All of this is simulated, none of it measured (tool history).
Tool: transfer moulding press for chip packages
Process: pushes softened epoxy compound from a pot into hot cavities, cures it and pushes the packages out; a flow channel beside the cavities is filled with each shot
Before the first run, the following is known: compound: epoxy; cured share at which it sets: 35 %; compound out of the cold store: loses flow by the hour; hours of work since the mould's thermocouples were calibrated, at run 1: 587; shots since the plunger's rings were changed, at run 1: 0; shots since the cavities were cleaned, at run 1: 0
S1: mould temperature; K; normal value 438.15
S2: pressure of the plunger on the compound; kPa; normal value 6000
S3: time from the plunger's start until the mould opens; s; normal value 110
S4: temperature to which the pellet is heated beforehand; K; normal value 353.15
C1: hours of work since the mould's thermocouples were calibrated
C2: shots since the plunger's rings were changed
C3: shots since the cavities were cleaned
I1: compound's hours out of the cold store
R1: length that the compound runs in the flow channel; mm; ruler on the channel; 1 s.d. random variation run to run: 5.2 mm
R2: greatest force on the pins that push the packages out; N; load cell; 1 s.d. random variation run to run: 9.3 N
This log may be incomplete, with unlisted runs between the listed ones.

run   hour      S1    S2   S3      S4   C1    C2    C3    I1   R1    R2
  1      0  438.15  6000  110  353.15  587     0     0  14.6  697   449
         9  -- mould's thermocouples calibrated
  2   16.9  438.15  6000  110  353.15    5   151   151  42.4  627   619
  3   46.1  438.15  6000  110  353.15   24   447   447  11.6  703   873
  4     74  438.15  6000  110  353.15   43   731   731  32.6  651   923
  5   92.5  445.15  6000  110  353.15   55   919   919  17.6  654   731
     110.5  -- cavities cleaned with cleaning compound and waxed
  6  120.5  445.15  6000  110  353.15   72  1189   102  47.2  592   444
  7  151.2  438.15  6000  110  345.15   93  1500   413  23.7  663   870
  8  174.9  438.15  6290  110  353.15  108  1741   654  22.6  681   885
  9  191.3  438.15  6290  110  353.15  119  1907   820  20.7  681   918
     218.4  -- cavities cleaned with cleaning compound and waxed
 10  227.4  438.15  7360  110  353.15  142  2259    92  17.6  741   585
 11    256  438.15  7360  110  353.15  161  2550   383  25.8  723   816
 12  288.6  438.15  7360  110  353.15  182  2880   713  23.5  726   926
 13  306.4  438.15  7360  110  353.15  194  3061   894  37.7  684   924
     325.9  -- cavities cleaned with cleaning compound and waxed
 14  339.8  438.15  7360  110  353.15  215  3385   141   9.1  756   669
 15  371.5  431.15  5970  111  353.15  236  3707   463  38.5  639  1295
 16  400.3  431.15  5970  111  353.15  255  4000   756  46.3  616  1387
 17  431.8  437.15  6000  130  353.15  276  4319  1075  11.9  672   846
     436.1  -- cavities cleaned with cleaning compound and waxed
 18  455.2  437.15  6000  130  353.15  290  4542   194  39.5  609   565
 19  472.1  432.15  6000  133  353.15  301  4714   366  27.8  657   862
 20  487.5  432.15  6790   93  353.15  311  4870   522    28  695  1832
 21  506.7  437.15  7420   91  346.15  324  5065   717  15.9  752  1537
 22  529.7  437.15  7420   91  346.15  339  5299   951  43.7  677  1390
     546.4  -- cavities cleaned with cleaning compound and waxed
 23  563.6  438.15  5680  110  353.15  361  5628   175  25.5  618   644
 24  589.4  435.15  6140  125  347.15  377  5890   437  16.5  677   868
       610  -- plunger's sealing rings changed
 25  615.7  434.15  6000  107  353.15  393    58   679  17.1  717  1293
 26  638.7  444.15  6120  113  343.15  408   291   912  25.9  659   766
     656.9  -- cavities cleaned with cleaning compound and waxed
 27  669.2  431.15  6120   94  343.15  427   585   125  36.6  669  1307
 28  689.9  431.15  6120   94  343.15  441   796   336  34.6  667  1740

Each row is a separate what-if for the run after 28, all from the same tool condition, not one after another. Results?
  A  704.8  438.15  6000  124  348.15  451  947  487  21.3   ?   ?
  B  704.8  433.15  5020  110  353.15  451  947  487  36.3   ?   ?
  C  704.8  440.15  5490  110  363.15  451  947  487   8.8   ?   ?
  D  704.8  431.15  5190  110  353.15  451  947  487  10.4   ?   ?

run   R1    R2
  A  671   759
  B  597  1195
  C  676   823
  D  669  1483
What these runs would have given with no unlogged condition in the tool:
run   R1   R2
  A  675  374
  B  601  577
  C  680  399
  D  673  720
